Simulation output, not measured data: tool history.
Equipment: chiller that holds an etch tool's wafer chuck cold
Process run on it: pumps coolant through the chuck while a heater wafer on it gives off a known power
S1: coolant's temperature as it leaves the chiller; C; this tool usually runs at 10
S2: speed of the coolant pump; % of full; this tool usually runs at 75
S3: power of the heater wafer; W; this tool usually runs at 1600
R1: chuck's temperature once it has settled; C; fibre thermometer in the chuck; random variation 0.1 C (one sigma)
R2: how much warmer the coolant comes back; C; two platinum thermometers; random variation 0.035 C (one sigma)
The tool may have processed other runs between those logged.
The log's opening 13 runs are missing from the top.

| run | hour | S1 | S2 | S3 | R1 | R2 |
|---|---|---|---|---|---|---|
| 14 | 1052.2 | 10 | 75 | 1600 | 31.5 | 6.59 |
| 15 | 1139.3 | 10 | 75 | 2223 | 39.9 | 9.17 |
| 16 | 1242.8 | 10 | 75 | 2223 | 40.1 | 9.19 |
| 17 | 1318.6 | 9 | 75 | 1600 | 30.9 | 6.63 |
|  | 1376.9 | coolant pump overhauled, once more |
| 18 | 1399.1 | 9 | 75 | 1600 | 29.4 | 5.93 |
| 19 | 1501.3 | 9 | 75 | 1600 | 29.9 | 5.96 |
| 20 | 1564.5 | 11 | 75 | 1280 | 27.8 | 4.74 |
| 21 | 1636.3 | 3 | 85 | 834 | 13.3 | 2.73 |
| 22 | 1734.6 | 2 | 85 | 834 | 12.3 | 2.77 |
| 23 | 1841.6 | 2 | 85 | 834 | 12.5 | 2.76 |
| 24 | 1905.9 | 19 | 71 | 1803 | 43.8 | 7.23 |
| 25 | 1978.1 | 18 | 75 | 1600 | 39.3 | 6.01 |
| 26 | 2029.5 | 10 | 94 | 1600 | 28.2 | 4.75 |
| 27 | 2122.6 | 0 | 75 | 1600 | 21.6 | 6.1 |
| 28 | 2227.5 | 0 | 83 | 1600 | 20.3 | 5.47 |
| 29 | 2310.3 | 14 | 75 | 1384 | 33.1 | 5.28 |
| 30 | 2422.5 | 5 | 71 | 881 | 17.8 | 3.59 |
| 31 | 2494.5 | 16 | 64 | 2314 | 51.7 | 10.61 |

What if the next run were any one of these 4? Each begins from the tool's condition after run 31:
| A | 2566 | 17 | 64 | 2314 | ? | ? |
| B | 2566 | 15 | 63 | 1015 | ? | ? |
| C | 2566 | 10 | 60 | 1600 | ? | ? |
| D | 2566 | 12 | 62 | 2293 | ? | ? |

| run | R1 | R2 |
|---|---|---|
| A | 52.9 | 10.65 |
| B | 31.4 | 4.76 |
| C | 36.2 | 7.9 |
| D | 48.3 | 10.89 |
With the hidden condition removed and each run's random variation left untouched, the same runs would have given:
| run | R1 | R2 |
|---|---|---|
| A | 45.4 | 10.15 |
| B | 27.6 | 4.53 |
| C | 30.6 | 7.52 |
| D | 40.7 | 10.37 |
